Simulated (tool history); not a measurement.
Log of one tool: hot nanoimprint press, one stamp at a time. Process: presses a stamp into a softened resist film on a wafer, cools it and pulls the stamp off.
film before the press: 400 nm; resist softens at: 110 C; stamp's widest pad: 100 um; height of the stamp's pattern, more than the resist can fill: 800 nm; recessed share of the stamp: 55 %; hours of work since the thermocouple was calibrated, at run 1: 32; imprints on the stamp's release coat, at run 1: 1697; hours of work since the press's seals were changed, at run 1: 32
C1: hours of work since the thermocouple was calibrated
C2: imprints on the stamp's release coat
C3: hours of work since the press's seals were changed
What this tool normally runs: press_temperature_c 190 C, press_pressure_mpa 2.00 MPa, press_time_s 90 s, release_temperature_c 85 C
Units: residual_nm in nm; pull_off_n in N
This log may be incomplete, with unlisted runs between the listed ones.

{"run": 1, "hour": 0.0, "press_temperature_c": 190, "press_pressure_mpa": 2.0, "press_time_s": 90, "release_temperature_c": 85, "C1": 32, "C2": 1697, "C3": 32, "residual_nm": 233.2, "pull_off_n": 234}
{"run": 2, "hour": 35.4, "press_temperature_c": 190, "press_pressure_mpa": 2.0, "press_time_s": 90, "release_temperature_c": 85, "C1": 56, "C2": 1879, "C3": 56, "residual_nm": 233.0, "pull_off_n": 235}
{"run": 3, "hour": 81.9, "press_temperature_c": 190, "press_pressure_mpa": 2.0, "press_time_s": 90, "release_temperature_c": 85, "C1": 88, "C2": 2118, "C3": 88, "residual_nm": 232.3, "pull_off_n": 231}
{"hour": 135.4, "done": "stamp cleaned and given a new release coat"}
{"run": 4, "hour": 135.9, "press_temperature_c": 190, "press_pressure_mpa": 2.0, "press_time_s": 90, "release_temperature_c": 85, "C1": 121, "C2": 3, "C3": 121, "residual_nm": 232.2, "pull_off_n": 224}
{"run": 5, "hour": 186.9, "press_temperature_c": 190, "press_pressure_mpa": 2.0, "press_time_s": 90, "release_temperature_c": 85, "C1": 156, "C2": 265, "C3": 156, "residual_nm": 232.9, "pull_off_n": 233}
{"run": 6, "hour": 250.7, "press_temperature_c": 192, "press_pressure_mpa": 2.0, "press_time_s": 90, "release_temperature_c": 85, "C1": 200, "C2": 593, "C3": 200, "residual_nm": 218.5, "pull_off_n": 241}
{"run": 7, "hour": 294.4, "press_temperature_c": 192, "press_pressure_mpa": 2.0, "press_time_s": 90, "release_temperature_c": 85, "C1": 230, "C2": 818, "C3": 230, "residual_nm": 218.2, "pull_off_n": 236}
{"run": 8, "hour": 324.4, "press_temperature_c": 192, "press_pressure_mpa": 2.0, "press_time_s": 90, "release_temperature_c": 85, "C1": 250, "C2": 973, "C3": 250, "residual_nm": 219.4, "pull_off_n": 235}
{"hour": 374.8, "done": "plate thermocouple calibrated"}
{"run": 9, "hour": 394.2, "press_temperature_c": 192, "press_pressure_mpa": 2.0, "press_time_s": 90, "release_temperature_c": 85, "C1": 13, "C2": 1316, "C3": 296, "residual_nm": 217.3, "pull_off_n": 234}
{"run": 10, "hour": 435.7, "press_temperature_c": 192, "press_pressure_mpa": 2.0, "press_time_s": 90, "release_temperature_c": 85, "C1": 42, "C2": 1530, "C3": 324, "residual_nm": 217.6, "pull_off_n": 237}
{"run": 11, "hour": 479.8, "press_temperature_c": 192, "press_pressure_mpa": 2.0, "press_time_s": 90, "release_temperature_c": 85, "C1": 72, "C2": 1756, "C3": 355, "residual_nm": 218.4, "pull_off_n": 231}
{"run": 12, "hour": 521.5, "press_temperature_c": 192, "press_pressure_mpa": 2.0, "press_time_s": 90, "release_temperature_c": 85, "C1": 100, "C2": 1971, "C3": 383, "residual_nm": 218.5, "pull_off_n": 231}
{"run": 13, "hour": 567.3, "press_temperature_c": 190, "press_pressure_mpa": 2.0, "press_time_s": 114, "release_temperature_c": 85, "C1": 132, "C2": 2206, "C3": 414, "residual_nm": 216.1, "pull_off_n": 237}
{"hour": 607.1, "done": "stamp cleaned and given a new release coat"}
{"run": 14, "hour": 631.1, "press_temperature_c": 180, "press_pressure_mpa": 2.0, "press_time_s": 90, "release_temperature_c": 85, "C1": 171, "C2": 123, "C3": 454, "residual_nm": 303.3, "pull_off_n": 232}
{"run": 15, "hour": 670.0, "press_temperature_c": 190, "press_pressure_mpa": 3.14, "press_time_s": 90, "release_temperature_c": 85, "C1": 198, "C2": 324, "C3": 481, "residual_nm": 190.3, "pull_off_n": 228}
{"run": 16, "hour": 711.6, "press_temperature_c": 200, "press_pressure_mpa": 1.51, "press_time_s": 90, "release_temperature_c": 85, "C1": 227, "C2": 538, "C3": 509, "residual_nm": 194.6, "pull_off_n": 244}
{"run": 17, "hour": 753.9, "press_temperature_c": 197, "press_pressure_mpa": 1.68, "press_time_s": 67, "release_temperature_c": 81, "C1": 255, "C2": 756, "C3": 538, "residual_nm": 224.0, "pull_off_n": 245}
{"run": 18, "hour": 789.7, "press_temperature_c": 180, "press_pressure_mpa": 2.0, "press_time_s": 90, "release_temperature_c": 85, "C1": 280, "C2": 939, "C3": 563, "residual_nm": 304.2, "pull_off_n": 241}
{"hour": 798.5, "done": "plate thermocouple calibrated"}
{"run": 19, "hour": 832.0, "press_temperature_c": 190, "press_pressure_mpa": 1.46, "press_time_s": 90, "release_temperature_c": 83, "C1": 23, "C2": 1142, "C3": 589, "residual_nm": 261.4, "pull_off_n": 250}
{"run": 20, "hour": 898.9, "press_temperature_c": 190, "press_pressure_mpa": 2.0, "press_time_s": 90, "release_temperature_c": 82, "C1": 69, "C2": 1486, "C3": 635, "residual_nm": 232.9, "pull_off_n": 248}
{"run": 21, "hour": 942.0, "press_temperature_c": 190, "press_pressure_mpa": 2.0, "press_time_s": 180, "release_temperature_c": 82, "C1": 98, "C2": 1708, "C3": 665, "residual_nm": 183.7, "pull_off_n": 241}
{"hour": 1011.7, "done": "press's hydraulic seals changed and the load cell set to zero"}
{"run": 22, "hour": 1020.9, "press_temperature_c": 194, "press_pressure_mpa": 2.0, "press_time_s": 150, "release_temperature_c": 75, "C1": 147, "C2": 2072, "C3": 6, "residual_nm": 171.3, "pull_off_n": 266}
{"run": 23, "hour": 1053.6, "press_temperature_c": 190, "press_pressure_mpa": 2.0, "press_time_s": 172, "release_temperature_c": 85, "C1": 169, "C2": 2240, "C3": 29, "residual_nm": 187.9, "pull_off_n": 234}
{"hour": 1085.4, "done": "stamp cleaned and given a new release coat"}
{"run": 24, "hour": 1103.9, "press_temperature_c": 190, "press_pressure_mpa": 2.0, "press_time_s": 137, "release_temperature_c": 85, "C1": 199, "C2": 95, "C3": 59, "residual_nm": 202.8, "pull_off_n": 230}
{"run": 25, "hour": 1155.9, "press_temperature_c": 190, "press_pressure_mpa": 2.0, "press_time_s": 137, "release_temperature_c": 85, "C1": 235, "C2": 362, "C3": 95, "residual_nm": 203.7, "pull_off_n": 240}
{"run": 26, "hour": 1194.9, "press_temperature_c": 190, "press_pressure_mpa": 2.0, "press_time_s": 137, "release_temperature_c": 85, "C1": 262, "C2": 563, "C3": 121, "residual_nm": 204.4, "pull_off_n": 232}
{"hour": 1225.8, "done": "plate thermocouple calibrated"}
{"run": 27, "hour": 1261.9, "press_temperature_c": 190, "press_pressure_mpa": 2.0, "press_time_s": 137, "release_temperature_c": 85, "C1": 25, "C2": 892, "C3": 165, "residual_nm": 201.8, "pull_off_n": 234}
{"run": 28, "hour": 1299.7, "press_temperature_c": 190, "press_pressure_mpa": 2.0, "press_time_s": 137, "release_temperature_c": 85, "C1": 51, "C2": 1087, "C3": 191, "residual_nm": 202.5, "pull_off_n": 233}
{"run": 29, "hour": 1334.6, "press_temperature_c": 190, "press_pressure_mpa": 2.0, "press_time_s": 137, "release_temperature_c": 85, "C1": 74, "C2": 1266, "C3": 215, "residual_nm": 202.0, "pull_off_n": 232}

For each entry between runs, how does the tool's hidden state at the last listed run before it compare with that at the first listed run after it?
Run 3 -> run 4: stamp cleaned and given a new release coat (hour 135.4)
  grip of the stamp's worn release coat, % over a new coat's: 0.4 -> 0
Run 8 -> run 9: plate thermocouple calibrated (hour 374.8)
  grip of the stamp's worn release coat, % over a new coat's: 0.2 -> 0.3
Run 13 -> run 14: stamp cleaned and given a new release coat (hour 607.1)
  true temperature over the reading, C: 0 -> -0.01; grip of the stamp's worn release coat, % over a new coat's: 0.5 -> 0
Run 18 -> run 19: plate thermocouple calibrated (hour 798.5)
  true temperature over the reading, C: -0.01 -> 0
Run 21 -> run 22: press's hydraulic seals changed and the load cell set to zero (hour 1011.7)
  pressure that arrives at the usual setting, %: 99.98 -> 100; grip of the stamp's worn release coat, % over a new coat's: 0.3 -> 0.4
Run 23 -> run 24: stamp cleaned and given a new release coat (hour 1085.4)
  grip of the stamp's worn release coat, % over a new coat's: 0.5 -> 0
Run 26 -> run 27: plate thermocouple calibrated (hour 1225.8)
  true temperature over the reading, C: -0.01 -> 0; grip of the stamp's worn release coat, % over a new coat's: 0.1 -> 0.2

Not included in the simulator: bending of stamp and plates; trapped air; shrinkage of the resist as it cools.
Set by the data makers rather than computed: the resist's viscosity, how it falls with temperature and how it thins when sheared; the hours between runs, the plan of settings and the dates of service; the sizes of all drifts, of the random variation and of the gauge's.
